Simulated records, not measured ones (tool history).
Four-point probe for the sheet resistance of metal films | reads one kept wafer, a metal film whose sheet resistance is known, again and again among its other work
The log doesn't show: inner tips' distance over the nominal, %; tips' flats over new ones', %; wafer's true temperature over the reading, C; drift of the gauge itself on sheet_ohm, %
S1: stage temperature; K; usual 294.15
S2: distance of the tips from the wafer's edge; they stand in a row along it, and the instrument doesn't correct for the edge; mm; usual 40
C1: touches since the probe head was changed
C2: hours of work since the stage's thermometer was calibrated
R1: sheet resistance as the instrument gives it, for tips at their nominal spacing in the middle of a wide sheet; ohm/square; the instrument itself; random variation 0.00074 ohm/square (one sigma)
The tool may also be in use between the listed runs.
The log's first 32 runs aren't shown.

Run 33, hour 702.9: usual settings but S1 307.15 K, S2 26 mm; C1 12695; C2 1049. Result: R1 3.677380 ohm/square.
Run 34, hour 725.6: usual settings; C1 13095; C2 1064. Result: R1 3.688534 ohm/square.
Run 35, hour 739.2: usual settings but S1 301.15 K, S2 25 mm; C1 13334; C2 1073. Result: R1 3.683982 ohm/square.
Run 36, hour 756.2: usual settings but S1 301.15 K, S2 25 mm; C1 13632; C2 1084. Result: R1 3.683794 ohm/square.
Run 37, hour 780.8: usual settings but S1 303.15 K, S2 54 mm; C1 14067; C2 1100. Result: R1 3.680259 ohm/square.
Run 38, hour 809.3: usual settings but S1 303.15 K, S2 54 mm; C1 14567; C2 1119. Result: R1 3.681840 ohm/square.
Run 39, hour 837.1: usual settings but S1 292.15 K, S2 3 mm; C1 15057; C2 1138. Result: R1 3.778234 ohm/square.
Run 40, hour 860.5: usual settings but S1 292.15 K, S2 3 mm; C1 15469; C2 1153. Result: R1 3.777561 ohm/square.
Run 41, hour 882.1: usual settings but S1 292.15 K, S2 25 mm; C1 15850; C2 1168. Result: R1 3.691980 ohm/square.
Run 42, hour 909.9: usual settings but S1 306.15 K, S2 13 mm; C1 16338; C2 1186. Result: R1 3.681805 ohm/square.
Run 43, hour 931.5: usual settings but S1 306.15 K, S2 13 mm; C1 16719; C2 1200. Result: R1 3.681204 ohm/square.

What if the next run were any one of these 4? Each begins from the tool's condition after run 43:
Run A, hour 944.9: usual settings but S1 292.15 K, S2 15 mm; C1 16954; C2 1209. Result: R1 ?.
Run B, hour 944.9: usual settings but S1 301.15 K, S2 10 mm; C1 16954; C2 1209. Result: R1 ?.
Run C, hour 944.9: usual settings but S1 298.15 K; C1 16954; C2 1209. Result: R1 ?.
Run D, hour 944.9: usual settings but S1 306.15 K, S2 20 mm; C1 16954; C2 1209. Result: R1 ?.

run        R1
  A  3.695240
  B  3.690531
  C  3.683619
  D  3.679344
With no hidden state in the tool, these same runs would have given:
run        R1
  A  3.690913
  B  3.686295
  C  3.679363
  D  3.675166
